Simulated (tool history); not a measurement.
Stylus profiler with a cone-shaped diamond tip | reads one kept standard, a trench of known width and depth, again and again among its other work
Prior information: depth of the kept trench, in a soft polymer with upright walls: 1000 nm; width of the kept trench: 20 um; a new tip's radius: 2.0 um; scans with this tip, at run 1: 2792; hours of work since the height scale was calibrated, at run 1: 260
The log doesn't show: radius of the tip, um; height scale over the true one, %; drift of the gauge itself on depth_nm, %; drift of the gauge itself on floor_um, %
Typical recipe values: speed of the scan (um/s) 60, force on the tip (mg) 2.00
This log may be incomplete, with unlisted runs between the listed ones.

run	hour	speed of the scan (um/s)	force on the tip (mg)	scans with this tip	hours of work since the height scale was calibrated	depth of the trench (angstrom)	width of the trench's floor (um)
1	0.0	60	2.00	2792	260	10064.2	15.74
2	19.9	60	2.00	2934	273	10062.3	15.81
3	36.7	60	2.00	3054	284	10063.6	15.74
4	48.4	60	2.00	3137	292	10059.4	15.70
5	60.4	60	0.94	3223	300	10028.6	15.53
6	72.2	60	0.94	3307	308	10031.7	15.56
7	92.0	27	4.06	3448	321	10106.5	15.88
8	107.2	60	4.99	3556	331	10126.4	15.77
9	125.9	60	4.99	3689	343	10125.2	15.74
10	142.1	89	2.27	3804	354	10070.1	15.55
11	162.7	121	1.28	3952	368	10037.4	15.18
12	185.9	16	3.08	4117	383	10078.2	15.76

A few steps of depth of the trench (angstrom) between consecutive runs. Split each: what settings, incoming material and random variation would produce without the hidden state, and what is left over for the hidden state, along with gauge scatter present in only one of the two compared results (measured, and without hidden state):
Run 6 -> 7: speed of the scan (um/s) 60 -> 27, force on the tip (mg) 0.94 -> 4.06. depth of the trench (angstrom) +74.8: hidden state -0.8, all else +75.6.
Run 11 -> 12: speed of the scan (um/s) 121 -> 16, force on the tip (mg) 1.28 -> 3.08. depth of the trench (angstrom) +40.8: hidden state -0.9, all else +41.7.
